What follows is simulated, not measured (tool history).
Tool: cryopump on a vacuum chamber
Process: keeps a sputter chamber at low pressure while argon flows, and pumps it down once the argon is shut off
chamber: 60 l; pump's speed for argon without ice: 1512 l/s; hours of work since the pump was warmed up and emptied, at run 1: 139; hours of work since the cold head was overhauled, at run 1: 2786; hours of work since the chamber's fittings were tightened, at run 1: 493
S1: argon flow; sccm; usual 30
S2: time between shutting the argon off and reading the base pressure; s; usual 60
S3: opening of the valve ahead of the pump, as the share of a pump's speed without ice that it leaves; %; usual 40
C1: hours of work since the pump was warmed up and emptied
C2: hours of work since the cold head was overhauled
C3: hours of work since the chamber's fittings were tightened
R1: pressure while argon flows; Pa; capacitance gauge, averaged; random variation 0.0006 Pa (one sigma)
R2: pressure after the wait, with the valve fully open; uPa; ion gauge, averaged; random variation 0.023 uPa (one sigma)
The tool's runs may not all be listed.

| run | hour | S1 | S2 | S3 | C1 | C2 | C3 | R1 | R2 |
|---|---|---|---|---|---|---|---|---|---|
| 1 | 0.0 | 30 | 60 | 40 | 139 | 2786 | 493 | 0.0877 | 0.92 |
| 2 | 53.8 | 30 | 60 | 40 | 181 | 2829 | 535 | 0.0884 | 0.88 |
| 3 | 106.2 | 30 | 60 | 40 | 222 | 2870 | 577 | 0.0876 | 0.94 |
| 4 | 165.1 | 30 | 60 | 40 | 269 | 2917 | 623 | 0.0889 | 0.95 |
| 5 | 222.6 | 30 | 238 | 40 | 314 | 2962 | 669 | 0.0903 | 0.49 |
| 6 | 300.2 | 30 | 60 | 40 | 376 | 3023 | 730 | 0.0908 | 0.93 |
| 7 | 390.4 | 30 | 60 | 40 | 447 | 3095 | 801 | 0.0930 | 0.99 |
| 8 | 466.1 | 30 | 60 | 40 | 507 | 3154 | 861 | 0.0927 | 1.05 |
| 9 | 521.1 | 58 | 60 | 40 | 550 | 3198 | 905 | 0.1822 | 1.00 |
| 10 | 572.6 | 58 | 28 | 21 | 591 | 3238 | 945 | 0.3283 | 1.76 |
|  | 615.5 | pump warmed up, emptied and cooled again |
| 11 | 621.0 | 55 | 49 | 23 | 4 | 3273 | 980 | 0.2677 | 1.11 |
| 12 | 711.6 | 55 | 49 | 23 | 76 | 3344 | 1051 | 0.2732 | 1.12 |
| 13 | 764.7 | 24 | 60 | 40 | 118 | 3386 | 1093 | 0.0699 | 0.98 |
| 14 | 834.2 | 38 | 89 | 23 | 173 | 3441 | 1148 | 0.1897 | 0.86 |
| 15 | 922.1 | 30 | 60 | 30 | 242 | 3511 | 1217 | 0.1168 | 1.10 |
| 16 | 1020.6 | 36 | 138 | 23 | 320 | 3588 | 1295 | 0.1827 | 0.73 |
| 17 | 1064.5 | 40 | 60 | 40 | 355 | 3623 | 1330 | 0.1214 | 1.07 |
| 18 | 1105.1 | 40 | 40 | 29 | 387 | 3655 | 1362 | 0.1652 | 1.36 |

Forecast each of these 4 alternatives for the next run:
| A | 1178.1 | 24 | 60 | 40 | 444 | 3713 | 1420 | ? | ? |
| B | 1178.1 | 40 | 40 | 29 | 444 | 3713 | 1420 | ? | ? |
| C | 1178.1 | 19 | 23 | 40 | 444 | 3713 | 1420 | ? | ? |
| D | 1178.1 | 30 | 60 | 44 | 444 | 3713 | 1420 | ? | ? |

| run | R1 | R2 |
|---|---|---|
| A | 0.0729 | 1.12 |
| B | 0.1663 | 1.42 |
| C | 0.0582 | 2.04 |
| D | 0.0847 | 1.08 |
Without the tool's hidden state the same runs would have given:
| run | R1 | R2 |
|---|---|---|
| A | 0.0660 | 0.78 |
| B | 0.1547 | 1.07 |
| C | 0.0527 | 1.71 |
| D | 0.0760 | 0.74 |
